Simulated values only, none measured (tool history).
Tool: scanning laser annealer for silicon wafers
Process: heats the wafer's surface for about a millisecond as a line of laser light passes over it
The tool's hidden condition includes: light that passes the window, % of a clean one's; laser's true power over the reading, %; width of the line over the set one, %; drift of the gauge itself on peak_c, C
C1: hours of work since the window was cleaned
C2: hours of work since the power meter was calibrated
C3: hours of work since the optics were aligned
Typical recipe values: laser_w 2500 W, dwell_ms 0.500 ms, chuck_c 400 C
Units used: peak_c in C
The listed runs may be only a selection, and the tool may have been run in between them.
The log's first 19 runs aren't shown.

{"run": 20, "hour": 562.8, "laser_w": 2500, "dwell_ms": 0.457, "chuck_c": 400, "C1": 294, "C2": 1104, "C3": 1321, "peak_c": 1140}
{"run": 21, "hour": 584.4, "laser_w": 2522, "dwell_ms": 0.409, "chuck_c": 400, "C1": 309, "C2": 1118, "C3": 1335, "peak_c": 1104}
{"run": 22, "hour": 612.1, "laser_w": 2151, "dwell_ms": 0.353, "chuck_c": 400, "C1": 327, "C2": 1136, "C3": 1353, "peak_c": 940}
{"run": 23, "hour": 640.1, "laser_w": 2456, "dwell_ms": 0.581, "chuck_c": 400, "C1": 345, "C2": 1155, "C3": 1372, "peak_c": 1213}
{"hour": 662.3, "done": "optics aligned, line set to its width"}
{"hour": 667.5, "done": "window over the wafer cleaned"}
{"run": 24, "hour": 675.7, "laser_w": 2456, "dwell_ms": 0.581, "chuck_c": 400, "C1": 5, "C2": 1173, "C3": 8, "peak_c": 1283}
{"run": 25, "hour": 705.5, "laser_w": 2191, "dwell_ms": 0.464, "chuck_c": 398, "C1": 25, "C2": 1193, "C3": 27, "peak_c": 1082}
{"run": 26, "hour": 728.4, "laser_w": 2191, "dwell_ms": 0.464, "chuck_c": 398, "C1": 40, "C2": 1208, "C3": 42, "peak_c": 1078}
{"run": 27, "hour": 764.9, "laser_w": 2409, "dwell_ms": 0.464, "chuck_c": 398, "C1": 64, "C2": 1232, "C3": 66, "peak_c": 1159}
{"run": 28, "hour": 789.6, "laser_w": 2409, "dwell_ms": 0.501, "chuck_c": 398, "C1": 80, "C2": 1248, "C3": 83, "peak_c": 1186}
{"run": 29, "hour": 823.0, "laser_w": 2409, "dwell_ms": 0.501, "chuck_c": 398, "C1": 102, "C2": 1270, "C3": 105, "peak_c": 1186}
{"run": 30, "hour": 847.8, "laser_w": 2606, "dwell_ms": 0.5, "chuck_c": 400, "C1": 119, "C2": 1287, "C3": 121, "peak_c": 1260}
{"run": 31, "hour": 889.2, "laser_w": 2606, "dwell_ms": 0.5, "chuck_c": 400, "C1": 146, "C2": 1314, "C3": 148, "peak_c": 1257}
{"run": 32, "hour": 929.9, "laser_w": 2179, "dwell_ms": 0.5, "chuck_c": 400, "C1": 173, "C2": 1341, "C3": 175, "peak_c": 1088}
{"run": 33, "hour": 950.1, "laser_w": 2140, "dwell_ms": 0.5, "chuck_c": 391, "C1": 186, "C2": 1354, "C3": 188, "peak_c": 1064}
{"run": 34, "hour": 968.2, "laser_w": 2140, "dwell_ms": 0.5, "chuck_c": 391, "C1": 198, "C2": 1366, "C3": 200, "peak_c": 1065}
{"run": 35, "hour": 993.4, "laser_w": 2140, "dwell_ms": 0.5, "chuck_c": 391, "C1": 215, "C2": 1383, "C3": 217, "peak_c": 1064}
{"run": 36, "hour": 1029.2, "laser_w": 2221, "dwell_ms": 0.567, "chuck_c": 367, "C1": 238, "C2": 1406, "C3": 240, "peak_c": 1108}

What does the tool deliver on the next run?
{"run": 37, "hour": 1064.0, "laser_w": 2221, "dwell_ms": 0.567, "chuck_c": 367, "C1": 261, "C2": 1429, "C3": 263, "peak_c": "?"}

Run 37 came out at peak_c 1105 C.
Take away the tool's hidden state, keep the run-to-run variation as it was, and the same run would have given peak_c 1141 C.

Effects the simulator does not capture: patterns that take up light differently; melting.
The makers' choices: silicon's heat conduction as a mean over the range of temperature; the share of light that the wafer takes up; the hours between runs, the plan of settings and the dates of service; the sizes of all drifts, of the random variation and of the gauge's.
